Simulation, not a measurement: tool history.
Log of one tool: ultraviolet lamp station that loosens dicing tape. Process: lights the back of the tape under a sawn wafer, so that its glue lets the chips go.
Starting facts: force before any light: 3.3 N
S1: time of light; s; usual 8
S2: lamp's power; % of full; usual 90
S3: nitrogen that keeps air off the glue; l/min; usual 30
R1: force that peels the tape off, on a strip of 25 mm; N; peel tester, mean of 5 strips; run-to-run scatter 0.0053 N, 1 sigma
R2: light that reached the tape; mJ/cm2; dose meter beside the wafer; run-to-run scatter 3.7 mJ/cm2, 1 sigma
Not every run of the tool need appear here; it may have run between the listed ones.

run,hour,S1,S2,S3,R1,R2
1,0.0,8,90,30,0.091,620
2,17.0,7,90,30,0.105,547
3,36.5,8,90,30,0.099,619
4,51.4,13,90,30,0.087,1001
5,61.5,13,90,30,0.081,1005
6,70.4,13,90,30,0.084,1003
7,83.8,6,90,30,0.130,464
8,96.5,6,78,30,0.173,401
9,117.0,8,90,13,0.153,619
10,127.7,8,90,30,0.097,618
11,146.1,8,90,30,0.094,618
12,158.7,8,90,30,0.091,620
13,171.7,8,90,30,0.092,618
14,182.0,5,90,30,0.191,383
15,190.9,8,68,30,0.128,467
16,212.0,8,68,30,0.126,473
17,227.1,5,90,30,0.188,388
18,248.0,8,90,30,0.090,620
19,264.6,8,90,37,0.079,623
20,274.6,8,90,37,0.087,619
21,294.5,8,90,37,0.089,618
22,307.9,8,90,30,0.088,624
23,326.9,8,90,30,0.084,619
24,347.2,8,90,30,0.090,618
25,366.8,6,90,30,0.121,465
26,378.0,15,76,27,0.072,984
27,390.9,6,90,30,0.130,466
28,399.9,6,90,30,0.134,463
29,417.4,6,90,30,0.138,459
30,432.0,6,96,30,0.118,494
31,443.8,11,96,50,0.085,908
32,464.8,5,95,25,0.183,406
33,485.8,13,69,30,0.088,772
34,503.6,11,90,17,0.089,854
35,518.8,11,96,55,0.086,905
36,532.9,8,92,24,0.101,633
37,550.0,8,92,24,0.098,634
38,569.0,6,99,22,0.139,514
39,579.6,8,82,30,0.107,564
40,598.8,5,66,44,0.252,282
41,613.4,5,66,44,0.248,282
42,622.9,6,63,15,0.437,323
# hour 630.3: window cleaned of glue's vapour
43,638.8,4,70,10,0.933,240

Branching from run 43: 3 alternative next runs. What would each branch give?
A,653.1,9,95,15,?,?
B,653.1,4,87,43,?,?
C,653.1,4,84,10,?,?

run,R1,R2
A,0.105,736
B,0.233,300
C,0.722,290
Stripped of hidden state, with their random variation kept, the same runs would have yielded:
run,R1,R2
A,0.105,737
B,0.233,300
C,0.721,291
